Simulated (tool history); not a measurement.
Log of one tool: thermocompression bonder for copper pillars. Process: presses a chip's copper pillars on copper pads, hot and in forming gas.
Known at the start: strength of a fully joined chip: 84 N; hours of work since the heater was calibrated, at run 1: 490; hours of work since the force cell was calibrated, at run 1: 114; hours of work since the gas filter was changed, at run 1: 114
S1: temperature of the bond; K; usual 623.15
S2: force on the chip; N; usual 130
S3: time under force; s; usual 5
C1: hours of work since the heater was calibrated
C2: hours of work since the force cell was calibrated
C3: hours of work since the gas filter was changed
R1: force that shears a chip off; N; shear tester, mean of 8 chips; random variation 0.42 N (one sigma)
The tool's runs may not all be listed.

{"run": 1, "hour": 0.0, "S1": 623.15, "S2": 130, "S3": 5, "C1": 490, "C2": 114, "C3": 114, "R1": 31.6}
{"run": 2, "hour": 25.9, "S1": 623.15, "S2": 130, "S3": 7, "C1": 503, "C2": 127, "C3": 127, "R1": 35.6}
{"run": 3, "hour": 58.7, "S1": 623.15, "S2": 147, "S3": 5, "C1": 519, "C2": 143, "C3": 143, "R1": 32.6}
{"run": 4, "hour": 74.1, "S1": 623.15, "S2": 147, "S3": 5, "C1": 527, "C2": 151, "C3": 151, "R1": 33.3}
{"run": 5, "hour": 101.4, "S1": 623.15, "S2": 147, "S3": 5, "C1": 540, "C2": 165, "C3": 165, "R1": 32.8}
{"run": 6, "hour": 120.9, "S1": 623.15, "S2": 130, "S3": 3, "C1": 550, "C2": 174, "C3": 174, "R1": 25.3}
{"run": 7, "hour": 138.3, "S1": 623.15, "S2": 90, "S3": 5, "C1": 559, "C2": 183, "C3": 183, "R1": 25.7}
{"run": 8, "hour": 163.0, "S1": 620.15, "S2": 130, "S3": 5, "C1": 571, "C2": 195, "C3": 195, "R1": 29.7}
{"run": 9, "hour": 187.5, "S1": 607.15, "S2": 130, "S3": 5, "C1": 583, "C2": 207, "C3": 207, "R1": 25.4}
{"run": 10, "hour": 209.8, "S1": 623.15, "S2": 130, "S3": 5, "C1": 594, "C2": 219, "C3": 219, "R1": 31.3}
{"run": 11, "hour": 225.8, "S1": 650.15, "S2": 130, "S3": 5, "C1": 602, "C2": 227, "C3": 227, "R1": 40.4}
{"run": 12, "hour": 249.0, "S1": 623.15, "S2": 130, "S3": 5, "C1": 614, "C2": 238, "C3": 238, "R1": 29.7}
{"run": 13, "hour": 268.1, "S1": 623.15, "S2": 130, "S3": 5, "C1": 624, "C2": 248, "C3": 248, "R1": 30.3}
{"hour": 288.3, "done": "forming gas filter changed"}
{"run": 14, "hour": 293.9, "S1": 623.15, "S2": 130, "S3": 5, "C1": 636, "C2": 260, "C3": 3, "R1": 31.1}
{"run": 15, "hour": 322.7, "S1": 623.15, "S2": 130, "S3": 5, "C1": 651, "C2": 275, "C3": 17, "R1": 31.1}
{"run": 16, "hour": 347.2, "S1": 623.15, "S2": 130, "S3": 4, "C1": 663, "C2": 287, "C3": 29, "R1": 28.7}
{"run": 17, "hour": 363.2, "S1": 623.15, "S2": 130, "S3": 3, "C1": 671, "C2": 295, "C3": 37, "R1": 25.1}
{"run": 18, "hour": 377.5, "S1": 623.15, "S2": 130, "S3": 3, "C1": 678, "C2": 302, "C3": 45, "R1": 25.1}
{"run": 19, "hour": 409.7, "S1": 623.15, "S2": 130, "S3": 5, "C1": 694, "C2": 318, "C3": 61, "R1": 30.8}
{"run": 20, "hour": 442.4, "S1": 623.15, "S2": 130, "S3": 5, "C1": 710, "C2": 334, "C3": 77, "R1": 31.2}
{"run": 21, "hour": 470.3, "S1": 620.15, "S2": 135, "S3": 5, "C1": 724, "C2": 348, "C3": 91, "R1": 30.5}
{"run": 22, "hour": 498.6, "S1": 612.15, "S2": 85, "S3": 6, "C1": 738, "C2": 363, "C3": 105, "R1": 23.0}
{"run": 23, "hour": 526.7, "S1": 612.15, "S2": 85, "S3": 6, "C1": 752, "C2": 377, "C3": 119, "R1": 23.6}
{"run": 24, "hour": 541.1, "S1": 606.15, "S2": 130, "S3": 4, "C1": 760, "C2": 384, "C3": 126, "R1": 22.6}
{"run": 25, "hour": 562.1, "S1": 623.15, "S2": 105, "S3": 14, "C1": 770, "C2": 394, "C3": 137, "R1": 40.1}
{"run": 26, "hour": 594.9, "S1": 623.15, "S2": 105, "S3": 14, "C1": 786, "C2": 411, "C3": 153, "R1": 40.1}
{"run": 27, "hour": 624.8, "S1": 624.15, "S2": 189, "S3": 3, "C1": 801, "C2": 426, "C3": 168, "R1": 30.3}
{"run": 28, "hour": 650.9, "S1": 624.15, "S2": 189, "S3": 3, "C1": 814, "C2": 439, "C3": 181, "R1": 30.6}
{"run": 29, "hour": 674.6, "S1": 623.15, "S2": 118, "S3": 15, "C1": 826, "C2": 450, "C3": 193, "R1": 42.2}
{"run": 30, "hour": 692.2, "S1": 604.15, "S2": 186, "S3": 8, "C1": 835, "C2": 459, "C3": 202, "R1": 34.8}
{"run": 31, "hour": 714.1, "S1": 604.15, "S2": 186, "S3": 8, "C1": 846, "C2": 470, "C3": 213, "R1": 34.6}
{"run": 32, "hour": 736.7, "S1": 604.15, "S2": 186, "S3": 8, "C1": 857, "C2": 481, "C3": 224, "R1": 34.8}
{"run": 33, "hour": 763.8, "S1": 604.15, "S2": 186, "S3": 8, "C1": 871, "C2": 495, "C3": 237, "R1": 33.8}
{"run": 34, "hour": 784.3, "S1": 604.15, "S2": 186, "S3": 8, "C1": 881, "C2": 505, "C3": 248, "R1": 34.1}
{"hour": 804.6, "done": "forming gas filter changed"}
{"run": 35, "hour": 809.0, "S1": 625.15, "S2": 186, "S3": 4, "C1": 893, "C2": 517, "C3": 2, "R1": 35.1}
{"run": 36, "hour": 836.8, "S1": 625.15, "S2": 108, "S3": 4, "C1": 907, "C2": 531, "C3": 16, "R1": 25.7}
{"run": 37, "hour": 854.3, "S1": 622.15, "S2": 108, "S3": 4, "C1": 916, "C2": 540, "C3": 25, "R1": 25.2}
{"run": 38, "hour": 876.0, "S1": 622.15, "S2": 108, "S3": 4, "C1": 927, "C2": 551, "C3": 36, "R1": 24.5}
{"run": 39, "hour": 901.1, "S1": 609.15, "S2": 136, "S3": 3, "C1": 939, "C2": 563, "C3": 48, "R1": 21.2}
{"run": 40, "hour": 931.3, "S1": 623.15, "S2": 130, "S3": 4, "C1": 954, "C2": 578, "C3": 63, "R1": 28.4}

The same runs without the tool's hidden state, with the same run-to-run variation:
The hidden state here: true temperature of the bond over the reading, C; force that reaches the chip, % of what is set; oxide that the forming gas leaves, % of the face; drift of the gauge itself on shear_n, %.
run=1 R1=33.6
run=2 R1=37.9
run=3 R1=34.9
run=4 R1=35.7
run=5 R1=35.3
run=6 R1=27.4
run=7 R1=27.9
run=8 R1=32.2
run=9 R1=27.8
run=10 R1=34.1
run=11 R1=43.6
run=12 R1=32.5
run=13 R1=33.2
run=14 R1=33.1
run=15 R1=33.2
run=16 R1=30.8
run=17 R1=27.1
run=18 R1=27.2
run=19 R1=33.3
run=20 R1=33.8
run=21 R1=33.2
run=22 R1=25.3
run=23 R1=26.0
run=24 R1=25.0
run=25 R1=43.7
run=26 R1=43.9
run=27 R1=33.5
run=28 R1=33.9
run=29 R1=46.3
run=30 R1=38.8
run=31 R1=38.6
run=32 R1=38.9
run=33 R1=38.0
run=34 R1=38.4
run=35 R1=38.1
run=36 R1=28.3
run=37 R1=27.8
run=38 R1=27.2
run=39 R1=23.7
run=40 R1=31.5
